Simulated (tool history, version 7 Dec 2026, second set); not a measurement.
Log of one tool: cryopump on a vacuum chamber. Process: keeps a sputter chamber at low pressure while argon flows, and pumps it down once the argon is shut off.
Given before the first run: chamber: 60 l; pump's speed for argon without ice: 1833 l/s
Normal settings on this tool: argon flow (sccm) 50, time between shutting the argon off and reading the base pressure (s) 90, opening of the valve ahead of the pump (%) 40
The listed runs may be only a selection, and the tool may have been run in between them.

run    hour  argon flow (sccm)  time between shutting the argon off and reading the base pressure (s)  opening of the valve ahead of the pump (%)  pressure while argon flows (Pa)  pressure after the wait (uPa)
  1     0.0                 50                                                                     90                                          40                           0.1217                           1.32
  2    63.9                 50                                                                     90                                          19                           0.2503                           1.30
  3   126.4                 50                                                                     90                                          19                           0.2512                           1.35
  4   198.3                 50                                                                     90                                          19                           0.2539                           1.31
  5   240.2                 50                                                                     90                                          19                           0.2524                           1.34
  6   299.7                 50                                                                     90                                          40                           0.1262                           1.37
  7   346.4                 50                                                                     90                                          40                           0.1276                           1.40
  8   435.0                 50                                                                     90                                          16                           0.3008                           1.42
  9   511.6                 50                                                                     90                                          40                           0.1292                           1.41
 10   549.4                 50                                                                    110                                          40                           0.1285                           1.32
 11   596.8                 50                                                                    110                                          40                           0.1296                           1.35
 12   648.0                 81                                                                     62                                          42                           0.2018                           1.75
 13   736.0                 21                                                                    167                                          42                           0.0522                           1.21
 14   816.9                 21                                                                    167                                          42                           0.0539                           1.23
 15   909.9                 43                                                                     46                                          30                           0.1483                           2.21
 16   970.6                 50                                                                     24                                          40                           0.1343                           3.26
 17  1055.9                 50                                                                     24                                          59                           0.0981                           3.29
     1106.3  -- pump warmed up, emptied and cooled again
 18  1126.6                 43                                                                    260                                          43                           0.0930                           0.95
 19  1173.1                 67                                                                     81                                          40                           0.1573                           1.39

For each run, the measured value with the value that run would have given without the tool's hidden condition subtracted. The run-to-run variation is shared by both, the gauge scatter possibly not:
The tool's hidden condition here consists of: pump's speed, % of a pump's without ice; cold plate's temperature, K; leak into the chamber, uPa l/s; drift of the gauge itself on working_pa, %; drift of the gauge itself on base_upa, %.
run  pressure while argon flows (Pa)  pressure after the wait (uPa)
  1                          +0.0078                          +0.52
  2                          +0.0085                          +0.53
  3                          +0.0092                          +0.55
  4                          +0.0100                          +0.55
  5                          +0.0104                          +0.56
  6                          +0.0110                          +0.60
  7                          +0.0116                          +0.60
  8                          +0.0127                          +0.63
  9                          +0.0137                          +0.66
 10                          +0.0141                          +0.67
 11                          +0.0147                          +0.68
 12                          +0.0249                          +0.69
 13                          +0.0069                          +0.70
 14                          +0.0074                          +0.74
 15                          +0.0164                          +0.78
 16                          +0.0198                          +0.81
 17                          +0.0210                          +0.83
 18                          +0.0008                          +0.55
 19                          +0.0017                          +0.55

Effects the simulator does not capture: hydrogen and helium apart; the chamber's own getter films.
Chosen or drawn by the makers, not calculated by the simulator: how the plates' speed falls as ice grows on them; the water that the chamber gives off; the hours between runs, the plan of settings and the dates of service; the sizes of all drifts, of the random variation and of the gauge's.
